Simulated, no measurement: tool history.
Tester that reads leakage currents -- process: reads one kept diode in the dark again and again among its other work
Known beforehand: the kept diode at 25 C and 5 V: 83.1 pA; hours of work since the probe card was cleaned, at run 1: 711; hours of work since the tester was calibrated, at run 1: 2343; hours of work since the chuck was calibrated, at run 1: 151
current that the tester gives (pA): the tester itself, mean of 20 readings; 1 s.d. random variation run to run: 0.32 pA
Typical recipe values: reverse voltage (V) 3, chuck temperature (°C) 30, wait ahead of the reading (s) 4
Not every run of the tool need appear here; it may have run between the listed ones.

| run | hour | reverse voltage (V) | chuck temperature (°C) | wait ahead of the reading (s) | hours of work since the probe card was cleaned | hours of work since the tester was calibrated | hours of work since the chuck was calibrated | current that the tester gives (pA) |
|---|---|---|---|---|---|---|---|---|
| 1 | 0 | 3 | 30 | 4 | 711 | 2343 | 151 | 105.64 |
| 2 | 123.3 | 3 | 21 | 4 | 795 | 2426 | 234 | 47.81 |
| 3 | 205.6 | 3 | 21 | 4 | 850 | 2482 | 290 | 47.64 |
| 4 | 308.4 | 3 | 21 | 4 | 920 | 2552 | 359 | 47.85 |
| 5 | 388.3 | 3 | 30 | 4 | 974 | 2606 | 414 | 106.16 |
| 6 | 469.7 | 3 | 30 | 4 | 1029 | 2661 | 469 | 104.8 |
| 7 | 572.3 | 3 | 58 | 4 | 1099 | 2731 | 538 | 951.02 |
| 8 | 650.3 | 1.16 | 30 | 4 | 1152 | 2783 | 591 | 72.54 |
|  | 705.8 | tester calibrated |
| 9 | 750.6 | 3 | 30 | 4 | 1218 | 30 | 658 | 105.96 |
| 10 | 857.8 | 3 | 30 | 4 | 1291 | 103 | 730 | 105.42 |
| 11 | 958.9 | 3 | 30 | 4 | 1359 | 171 | 799 | 105.17 |
| 12 | 1093.4 | 3 | 30 | 4 | 1450 | 263 | 890 | 105.51 |
| 13 | 1161.7 | 3 | 30 | 4 | 1497 | 309 | 936 | 104.9 |
| 14 | 1257.1 | 3 | 30 | 4 | 1561 | 373 | 1001 | 105.18 |
| 15 | 1355.9 | 5.22 | 40 | 0.49 | 1628 | 440 | 1068 | 302.92 |
| 16 | 1453 | 5.22 | 40 | 0.49 | 1694 | 506 | 1133 | 304.08 |
| 17 | 1582.7 | 5.22 | 36 | 2.05 | 1782 | 594 | 1221 | 216.15 |
| 18 | 1695 | 5.22 | 36 | 2.05 | 1858 | 670 | 1297 | 218.48 |
| 19 | 1821.5 | 4.7 | 29 | 2.09 | 1944 | 756 | 1383 | 115.73 |
| 20 | 1877.5 | 2.65 | 36 | 2.35 | 1982 | 794 | 1421 | 166.75 |
| 21 | 1938 | 4.51 | 44 | 1.18 | 2023 | 835 | 1462 | 391.7 |
| 22 | 2000 | 4.51 | 44 | 1.18 | 2065 | 877 | 1504 | 390.6 |
| 23 | 2074.8 | 14.86 | 42 | 0.57 | 2115 | 927 | 1555 | 541.07 |
| 24 | 2184.9 | 4.19 | 30 | 1.94 | 2190 | 1002 | 1629 | 120.51 |
|  | 2206.8 | probe card cleaned and baked |
| 25 | 2254.1 | 4.19 | 30 | 1.94 | 32 | 1047 | 1674 | 121.1 |
| 26 | 2336.8 | 2.96 | 30 | 8.63 | 88 | 1103 | 1730 | 104.89 |
| 27 | 2461.9 | 6.02 | 30 | 0.51 | 173 | 1187 | 1815 | 142.74 |

What if the next run were any one of these 3? Each begins from the tool's condition after run 27:
| A | 2546.5 | 16.04 | 41 | 3.82 | 230 | 1245 | 1872 | ? |
| B | 2546.5 | 6.47 | 30 | 1.22 | 230 | 1245 | 1872 | ? |
| C | 2546.5 | 3 | 30 | 0.96 | 230 | 1245 | 1872 | ? |

| run | current that the tester gives (pA) |
|---|---|
| A | 511.83 |
| B | 144.59 |
| C | 105.95 |
With the hidden condition removed and each run's random variation left untouched, the same runs would have given:
| run | current that the tester gives (pA) |
|---|---|
| A | 511.52 |
| B | 144.5 |
| C | 105.88 |
